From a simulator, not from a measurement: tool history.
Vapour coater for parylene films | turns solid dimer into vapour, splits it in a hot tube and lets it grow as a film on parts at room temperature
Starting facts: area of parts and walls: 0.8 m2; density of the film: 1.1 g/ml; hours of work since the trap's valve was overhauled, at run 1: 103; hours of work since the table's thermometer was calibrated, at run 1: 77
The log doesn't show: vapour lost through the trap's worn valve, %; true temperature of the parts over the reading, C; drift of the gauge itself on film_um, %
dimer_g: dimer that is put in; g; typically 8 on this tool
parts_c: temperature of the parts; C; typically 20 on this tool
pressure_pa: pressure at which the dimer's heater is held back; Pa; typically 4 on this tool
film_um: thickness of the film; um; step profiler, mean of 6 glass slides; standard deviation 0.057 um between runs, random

run   hour  dimer_g  parts_c  pressure_pa  hours of work since the trap's valve was overhauled  hours of work since the table's thermometer was calibrated  film_um
  1      0        8       20            4                                                  103                                                          77      6.3
  2   26.7        8       20            4                                                  120                                                          94     6.35
  3   55.3        8       20            4                                                  139                                                         112     6.25
  4   67.7        8       20            4                                                  147                                                         120     6.34
  5   93.7        3       20            4                                                  163                                                         137     2.36
  6  122.4        3       20            4                                                  182                                                         156     2.35
  7  137.7        8       20            4                                                  192                                                         165     6.23
  8    161        8       20            4                                                  207                                                         180      6.1
  9  188.3        8       20            4                                                  224                                                         198     6.18
 10  207.5        8       28            4                                                  237                                                         210     4.99
 11  220.6        8       21            4                                                  245                                                         219     6.03
 12  248.3        8       21            4                                                  263                                                         237     5.97
 13  278.1        8       21            4                                                  282                                                         256      5.9
     281.6  -- table's thermometer calibrated
 14  309.7        5       13         5.69                                                  302                                                          18     4.26
 15  335.2        6       19         2.08                                                  318                                                          35     5.17
 16  360.2        7       19         5.13                                                  334                                                          51     5.14
 17    379        7       19         5.13                                                  346                                                          63     5.17
 18  398.2        7       19         5.13                                                  359                                                          75     5.21
 19  424.6        8       14            4                                                  376                                                          92      6.8
     429.6  -- table's thermometer calibrated, once more
 20  454.6        8       14            4                                                  394                                                          16     6.76
 21  474.8        8       31            4                                                  407                                                          29      4.5

Each row is a separate what-if for the run after 21, all from the same tool condition, not one after another. Results?
  A  494.2        5       19          2.6                                                  420                                                          42        ?
  B  494.2        4       12         3.21                                                  420                                                          42        ?
  C  494.2        8       31         6.53                                                  420                                                          42        ?
  D  494.2        3       16            4                                                  420                                                          42        ?
  E  494.2       10       19         2.27                                                  420                                                          42        ?

run  film_um
  A     4.03
  B     3.65
  C     4.14
  D     2.42
  E     8.01
Without the tool's hidden state the same runs would have given:
run  film_um
  A      4.6
  B     4.17
  C     4.72
  D     2.76
  E     9.13

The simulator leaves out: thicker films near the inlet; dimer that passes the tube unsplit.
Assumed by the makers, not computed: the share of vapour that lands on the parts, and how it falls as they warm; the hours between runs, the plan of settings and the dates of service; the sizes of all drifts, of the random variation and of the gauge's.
